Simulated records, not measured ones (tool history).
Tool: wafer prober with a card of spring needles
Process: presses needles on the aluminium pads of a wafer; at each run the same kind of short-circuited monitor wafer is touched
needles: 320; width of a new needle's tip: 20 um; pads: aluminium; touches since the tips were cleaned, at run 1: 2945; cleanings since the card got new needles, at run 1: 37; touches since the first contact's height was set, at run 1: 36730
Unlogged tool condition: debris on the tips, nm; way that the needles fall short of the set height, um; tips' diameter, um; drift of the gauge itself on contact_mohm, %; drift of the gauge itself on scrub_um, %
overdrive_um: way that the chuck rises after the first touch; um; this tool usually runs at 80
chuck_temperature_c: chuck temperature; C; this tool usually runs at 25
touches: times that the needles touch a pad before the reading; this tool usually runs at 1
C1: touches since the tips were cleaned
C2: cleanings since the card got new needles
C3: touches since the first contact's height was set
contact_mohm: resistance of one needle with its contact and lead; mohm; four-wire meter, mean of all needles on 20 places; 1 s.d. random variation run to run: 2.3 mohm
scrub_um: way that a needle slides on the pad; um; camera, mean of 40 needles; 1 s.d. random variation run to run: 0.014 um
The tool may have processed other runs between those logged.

run 1 hour=0 | overdrive_um=80 chuck_temperature_c=25 touches=1 | C1=2945 C2=37 C3=36730 | contact_mohm=251 scrub_um=12.81
-- hour=4 tips cleaned on abrasive film
-- hour=13.8 tips cleaned on abrasive film
-- hour=21.7 tips cleaned on abrasive film
-- hour=31.6 tips cleaned on abrasive film
-- hour=39.5 tips cleaned on abrasive film
run 2 hour=40.6 | overdrive_um=80 chuck_temperature_c=25 touches=1 | C1=763 C2=42 C3=64520 | contact_mohm=250 scrub_um=12.79
-- hour=48.5 tips cleaned on abrasive film
-- hour=56.4 tips cleaned on abrasive film
-- hour=66.2 tips cleaned on abrasive film
-- hour=76.1 tips cleaned on abrasive film
run 3 hour=78.9 | overdrive_um=80 chuck_temperature_c=25 touches=1 | C1=1969 C2=46 C3=90814 | contact_mohm=249 scrub_um=12.84
-- hour=84.8 tips cleaned on abrasive film
-- hour=92.9 height of the first contact set anew
-- hour=95 tips cleaned on abrasive film
-- hour=104.8 tips cleaned on abrasive film
-- hour=114.7 tips cleaned on abrasive film
-- hour=124.5 tips cleaned on abrasive film
run 4 hour=129.8 | overdrive_um=80 chuck_temperature_c=25 touches=1 | C1=3680 C2=51 C3=25303 | contact_mohm=259 scrub_um=12.85
-- hour=133.8 tips cleaned on abrasive film
-- hour=141.7 tips cleaned on abrasive film
-- hour=151.6 tips cleaned on abrasive film
-- hour=159.5 tips cleaned on abrasive film
-- hour=169.3 tips cleaned on abrasive film
-- hour=178.8 tips cleaned on abrasive film
run 5 hour=178.8 | overdrive_um=80 chuck_temperature_c=25 touches=1 | C1=0 C2=57 C3=58816 | contact_mohm=248 scrub_um=12.82
-- hour=186.7 tips cleaned on abrasive film
-- hour=196.5 tips cleaned on abrasive film
-- hour=204.4 tips cleaned on abrasive film
-- hour=214.2 tips cleaned on abrasive film
-- hour=222.1 tips cleaned on abrasive film
run 6 hour=225.9 | overdrive_um=80 chuck_temperature_c=25 touches=3 | C1=2583 C2=62 C3=91129 | contact_mohm=253 scrub_um=12.82
-- hour=231.8 tips cleaned on abrasive film
-- hour=239.7 tips cleaned on abrasive film
-- hour=240 height of the first contact set anew
-- hour=249.9 tips cleaned on abrasive film
run 7 hour=256.3 | overdrive_um=80 chuck_temperature_c=25 touches=3 | C1=4486 C2=65 C3=11242 | contact_mohm=254 scrub_um=12.84
-- hour=258.4 tips cleaned on abrasive film
-- hour=268.2 tips cleaned on abrasive film
-- hour=278.1 tips cleaned on abrasive film
-- hour=287.9 tips cleaned on abrasive film
-- hour=295.8 tips cleaned on abrasive film
-- hour=305.7 tips cleaned on abrasive film
run 8 hour=307.1 | overdrive_um=80 chuck_temperature_c=25 touches=3 | C1=977 C2=71 C3=46005 | contact_mohm=250 scrub_um=12.83
-- hour=315 tips cleaned on abrasive film
-- hour=324.8 tips cleaned on abrasive film
-- hour=334.6 tips cleaned on abrasive film
-- hour=343.4 tips cleaned on abrasive film
run 9 hour=343.4 | overdrive_um=80 chuck_temperature_c=25 touches=3 | C1=0 C2=75 C3=70927 | contact_mohm=255 scrub_um=12.83
-- hour=353.2 tips cleaned on abrasive film
-- hour=363.1 tips cleaned on abrasive film
-- hour=372.9 tips cleaned on abrasive film
-- hour=382.8 tips cleaned on abrasive film
-- hour=387 height of the first contact set anew
run 10 hour=388.4 | overdrive_um=80 chuck_temperature_c=25 touches=1 | C1=3678 C2=79 C3=975 | contact_mohm=253 scrub_um=12.86
-- hour=392.4 tips cleaned on abrasive film
-- hour=400.3 tips cleaned on abrasive film
-- hour=410.1 tips cleaned on abrasive film
-- hour=420 tips cleaned on abrasive film
run 11 hour=426.9 | overdrive_um=80 chuck_temperature_c=25 touches=1 | C1=4788 C2=83 C3=27385 | contact_mohm=252 scrub_um=12.88
-- hour=428.9 tips cleaned on abrasive film
-- hour=438.8 tips cleaned on abrasive film
-- hour=448.6 tips cleaned on abrasive film
-- hour=456.5 tips cleaned on abrasive film
-- hour=466.4 tips cleaned on abrasive film
run 12 hour=469.9 | overdrive_um=80 chuck_temperature_c=25 touches=1 | C1=2445 C2=88 C3=56858 | contact_mohm=249 scrub_um=12.87
-- hour=475.8 tips cleaned on abrasive film
-- hour=483.7 tips cleaned on abrasive film
-- hour=493.6 tips cleaned on abrasive film
-- hour=503.4 tips cleaned on abrasive film
-- hour=513.3 tips cleaned on abrasive film
run 13 hour=516.6 | overdrive_um=80 chuck_temperature_c=25 touches=2 | C1=2332 C2=93 C3=88919 | contact_mohm=253 scrub_um=12.85
-- hour=522.6 tips cleaned on abrasive film
-- hour=530.5 tips cleaned on abrasive film
-- hour=534.7 height of the first contact set anew
-- hour=540.6 tips cleaned on abrasive film
-- hour=548.5 tips cleaned on abrasive film
run 14 hour=548.8 | overdrive_um=88 chuck_temperature_c=31 touches=3 | C1=184 C2=97 C3=9643 | contact_mohm=254 scrub_um=14.18
-- hour=556.7 tips cleaned on abrasive film
-- hour=564.6 tips cleaned on abrasive film
-- hour=574.4 tips cleaned on abrasive film
-- hour=584.2 tips cleaned on abrasive film
run 15 hour=584.2 | overdrive_um=88 chuck_temperature_c=71 touches=3 | C1=0 C2=101 C3=33912 | contact_mohm=266 scrub_um=14.14
-- hour=592.1 tips cleaned on abrasive film
-- hour=601.9 tips cleaned on abrasive film
-- hour=611.8 tips cleaned on abrasive film
-- hour=619.7 tips cleaned on abrasive film
-- hour=629.5 tips cleaned on abrasive film
run 16 hour=631.8 | overdrive_um=85 chuck_temperature_c=25 touches=2 | C1=1590 C2=106 C3=66584 | contact_mohm=252 scrub_um=13.7
-- hour=637.7 tips cleaned on abrasive film
-- hour=645.6 tips cleaned on abrasive film
-- hour=655.5 tips cleaned on abrasive film
-- hour=665.3 tips cleaned on abrasive film
-- hour=675.2 tips cleaned on abrasive film
-- hour=681.3 height of the first contact set anew
run 17 hour=682.5 | overdrive_um=85 chuck_temperature_c=25 touches=2 | C1=4869 C2=111 C3=814 | contact_mohm=253 scrub_um=13.71
-- hour=684.5 tips cleaned on abrasive film
-- hour=694.4 tips cleaned on abrasive film
-- hour=702.3 tips cleaned on abrasive film
-- hour=712.1 tips cleaned on abrasive film
-- hour=720 tips cleaned on abrasive film
run 18 hour=725.4 | overdrive_um=80 chuck_temperature_c=55 touches=2 | C1=3695 C2=116 C3=30186 | contact_mohm=262 scrub_um=12.88
-- hour=729.3 tips cleaned on abrasive film
-- hour=739.2 tips cleaned on abrasive film
-- hour=747.1 tips cleaned on abrasive film
-- hour=756.9 tips cleaned on abrasive film
-- hour=766.8 tips cleaned on abrasive film
-- hour=774.7 tips cleaned on abrasive film
run 19 hour=779.4 | overdrive_um=80 chuck_temperature_c=55 touches=2 | C1=3301 C2=122 C3=67271 | contact_mohm=264 scrub_um=12.89
-- hour=783.4 tips cleaned on abrasive film
-- hour=793.3 tips cleaned on abrasive film
-- hour=803.1 tips cleaned on abrasive film
-- hour=811 tips cleaned on abrasive film
-- hour=820.9 tips cleaned on abrasive film
run 20 hour=823.6 | overdrive_um=74 chuck_temperature_c=81 touches=1 | C1=1897 C2=127 C3=97546 | contact_mohm=269 scrub_um=11.93
-- hour=827.8 height of the first contact set anew
-- hour=829.8 tips cleaned on abrasive film
-- hour=839.7 tips cleaned on abrasive film
-- hour=849.5 tips cleaned on abrasive film
-- hour=857.8 tips cleaned on abrasive film
run 21 hour=857.8 | overdrive_um=74 chuck_temperature_c=81 touches=1 | C1=0 C2=131 C3=20552 | contact_mohm=271 scrub_um=11.93
-- hour=865.7 tips cleaned on abrasive film
-- hour=873.6 tips cleaned on abrasive film
-- hour=881.5 tips cleaned on abrasive film
-- hour=891.4 tips cleaned on abrasive film
-- hour=899.3 tips cleaned on abrasive film
run 22 hour=906.9 | overdrive_um=74 chuck_temperature_c=54 touches=2 | C1=5317 C2=136 C3=54249 | contact_mohm=261 scrub_um=11.96
-- hour=909 tips cleaned on abrasive film
-- hour=918.8 tips cleaned on abrasive film
-- hour=928.7 tips cleaned on abrasive film
-- hour=936.6 tips cleaned on abrasive film
-- hour=946.4 tips cleaned on abrasive film
run 23 hour=953.1 | overdrive_um=75 chuck_temperature_c=25 touches=1 | C1=4649 C2=141 C3=85924 | contact_mohm=254 scrub_um=12.1
-- hour=955.2 tips cleaned on abrasive film
-- hour=963.1 tips cleaned on abrasive film
-- hour=972.9 tips cleaned on abrasive film
-- hour=975.2 height of the first contact set anew
-- hour=983.1 tips cleaned on abrasive film
-- hour=992.9 tips cleaned on abrasive film
run 24 hour=997.3 | overdrive_um=75 chuck_temperature_c=25 touches=1 | C1=3035 C2=146 C3=15198 | contact_mohm=254 scrub_um=12.13
-- hour=1001.3 tips cleaned on abrasive film
-- hour=1009.2 tips cleaned on abrasive film
-- hour=1019 tips cleaned on abrasive film
-- hour=1026.9 tips cleaned on abrasive film
run 25 hour=1027.7 | overdrive_um=67 chuck_temperature_c=51 touches=2 | C1=531 C2=150 C3=36003 | contact_mohm=264 scrub_um=10.82

Predict each of these 3 candidate next runs independently; none follows another, all start after run 25:
-- hour=1035.6 tips cleaned on abrasive film
-- hour=1043.5 tips cleaned on abrasive film
-- hour=1053.3 tips cleaned on abrasive film
-- hour=1061.2 tips cleaned on abrasive film
run A hour=1064.2 | overdrive_um=61 chuck_temperature_c=81 touches=1 | C1=2078 C2=154 C3=61053 | contact_mohm=? scrub_um=?
-- hour=1035.6 tips cleaned on abrasive film
-- hour=1043.5 tips cleaned on abrasive film
-- hour=1053.3 tips cleaned on abrasive film
-- hour=1061.2 tips cleaned on abrasive film
run B hour=1064.2 | overdrive_um=74 chuck_temperature_c=51 touches=2 | C1=2078 C2=154 C3=61053 | contact_mohm=? scrub_um=?
-- hour=1035.6 tips cleaned on abrasive film
-- hour=1043.5 tips cleaned on abrasive film
-- hour=1053.3 tips cleaned on abrasive film
-- hour=1061.2 tips cleaned on abrasive film
run C hour=1064.2 | overdrive_um=93 chuck_temperature_c=25 touches=1 | C1=2078 C2=154 C3=61053 | contact_mohm=? scrub_um=?

run=A contact_mohm=275 scrub_um=9.86
run=B contact_mohm=260 scrub_um=11.96
run=C contact_mohm=251 scrub_um=15.02
With no hidden state in the tool, these same runs would have given:
run=A contact_mohm=275 scrub_um=9.77
run=B contact_mohm=260 scrub_um=11.85
run=C contact_mohm=251 scrub_um=14.89

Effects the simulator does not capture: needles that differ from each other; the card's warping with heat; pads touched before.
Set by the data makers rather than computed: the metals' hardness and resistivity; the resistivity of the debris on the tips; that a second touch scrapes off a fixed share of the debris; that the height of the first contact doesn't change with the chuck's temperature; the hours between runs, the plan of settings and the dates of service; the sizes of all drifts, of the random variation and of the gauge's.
